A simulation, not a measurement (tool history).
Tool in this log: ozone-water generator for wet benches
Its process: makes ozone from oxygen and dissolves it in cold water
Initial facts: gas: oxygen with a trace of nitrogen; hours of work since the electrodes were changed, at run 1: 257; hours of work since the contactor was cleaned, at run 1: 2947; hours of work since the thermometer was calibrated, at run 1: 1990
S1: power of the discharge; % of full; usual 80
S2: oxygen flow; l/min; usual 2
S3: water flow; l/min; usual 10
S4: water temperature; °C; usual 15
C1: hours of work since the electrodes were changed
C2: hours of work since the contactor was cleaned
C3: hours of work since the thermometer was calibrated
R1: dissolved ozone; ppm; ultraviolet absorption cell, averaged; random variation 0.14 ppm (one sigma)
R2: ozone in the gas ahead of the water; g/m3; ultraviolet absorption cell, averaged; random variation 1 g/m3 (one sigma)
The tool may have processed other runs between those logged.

Run 1, hour 0: usual settings; C1 257; C2 2947; C3 1990. Result: R1 16.2 ppm, R2 176.1 g/m3.
Run 2, hour 26.1: usual settings; C1 273; C2 2964; C3 2006. Result: R1 16.2 ppm, R2 173 g/m3.
Run 3, hour 60.7: usual settings; C1 295; C2 2985; C3 2028. Result: R1 16.2 ppm, R2 172.9 g/m3.
Run 4, hour 93: usual settings; C1 315; C2 3005; C3 2048. Result: R1 16.4 ppm, R2 172.9 g/m3.
Run 5, hour 128.6: usual settings; C1 338; C2 3028; C3 2070. Result: R1 16.2 ppm, R2 174.9 g/m3.
Run 6, hour 167: usual settings; C1 362; C2 3052; C3 2094. Result: R1 16.1 ppm, R2 174.2 g/m3.
Run 7, hour 204.9: usual settings but S2 1.36 l/min; C1 385; C2 3076; C3 2118. Result: R1 16.1 ppm, R2 224.4 g/m3.
Run 8, hour 230.3: usual settings but S2 1.36 l/min; C1 401; C2 3091; C3 2134. Result: R1 15.9 ppm, R2 227.7 g/m3.
Run 9, hour 251.3: usual settings but S4 9 °C; C1 415; C2 3105; C3 2147. Result: R1 17.2 ppm, R2 174.8 g/m3.
Run 10, hour 278.3: usual settings but S1 42 % of full, S4 9 °C; C1 431; C2 3122; C3 2164. Result: R1 11.7 ppm, R2 118.2 g/m3.
Run 11, hour 312.3: usual settings but S2 1.72 l/min, S3 16 l/min, S4 7 °C; C1 453; C2 3143; C3 2185. Result: R1 10.4 ppm, R2 190.7 g/m3.
Run 12, hour 328.5: usual settings but S1 62 % of full, S2 1.72 l/min, S3 16 l/min, S4 7 °C; C1 463; C2 3153; C3 2196. Result: R1 8.8 ppm, R2 165.4 g/m3.
Run 13, hour 353.6: usual settings but S1 62 % of full, S2 1.04 l/min, S3 7 l/min, S4 7 °C; C1 479; C2 3169; C3 2211. Result: R1 21 ppm, R2 232.2 g/m3.
Run 14, hour 390.8: usual settings but S1 90 % of full, S2 1.04 l/min, S3 12 l/min, S4 9 °C; C1 502; C2 3192; C3 2235. Result: R1 14.5 ppm, R2 289.3 g/m3.
Run 15, hour 420.6: usual settings but S1 93 % of full, S2 1.04 l/min, S3 14 l/min, S4 9 °C; C1 521; C2 3211; C3 2253. Result: R1 12.2 ppm, R2 297.3 g/m3.
Run 16, hour 452.1: usual settings but S3 13 l/min, S4 13 °C; C1 540; C2 3230; C3 2273. Result: R1 12.5 ppm, R2 172.8 g/m3.
Run 17, hour 490.6: usual settings but S2 1.33 l/min, S3 7 l/min, S4 13 °C; C1 564; C2 3255; C3 2297. Result: R1 23.2 ppm, R2 228.3 g/m3.
Run 18, hour 513.9: usual settings but S1 86 % of full, S2 1.02 l/min, S3 11 l/min, S4 11 °C; C1 579; C2 3269; C3 2312. Result: R1 15.2 ppm, R2 285.3 g/m3.
Run 19, hour 548.8: usual settings but S1 54 % of full, S2 1.02 l/min, S3 11 l/min, S4 14 °C; C1 601; C2 3291; C3 2334. Result: R1 11.2 ppm, R2 215.2 g/m3.

What if the next run were any one of these 5? Each begins from the tool's condition after run 19:
Run A, hour 582.2: usual settings but S4 7 °C; C1 622; C2 3312; C3 2354. Result: R1 ?, R2 ?.
Run B, hour 582.2: usual settings but S1 54 % of full, S2 1.16 l/min, S3 11 l/min, S4 14 °C; C1 622; C2 3312; C3 2354. Result: R1 ?, R2 ?.
Run C, hour 582.2: usual settings but S1 54 % of full, S2 1.02 l/min, S3 11 l/min, S4 12 °C; C1 622; C2 3312; C3 2354. Result: R1 ?, R2 ?.
Run D, hour 582.2: usual settings but S2 2.65 l/min, S4 10 °C; C1 622; C2 3312; C3 2354. Result: R1 ?, R2 ?.
Run E, hour 582.2: usual settings but S1 55 % of full, S4 20 °C; C1 622; C2 3312; C3 2354. Result: R1 ?, R2 ?.

run    R1     R2
  A  17.5    174
  B  11.6  196.3
  C  11.4  214.2
  D  16.6  142.9
  E    12  136.9
Had the tool no hidden state, the same runs would have come out as:
run    R1     R2
  A  17.9  174.6
  B  11.9  196.8
  C  11.6  214.8
  D    17  143.3
  E  12.3  137.2
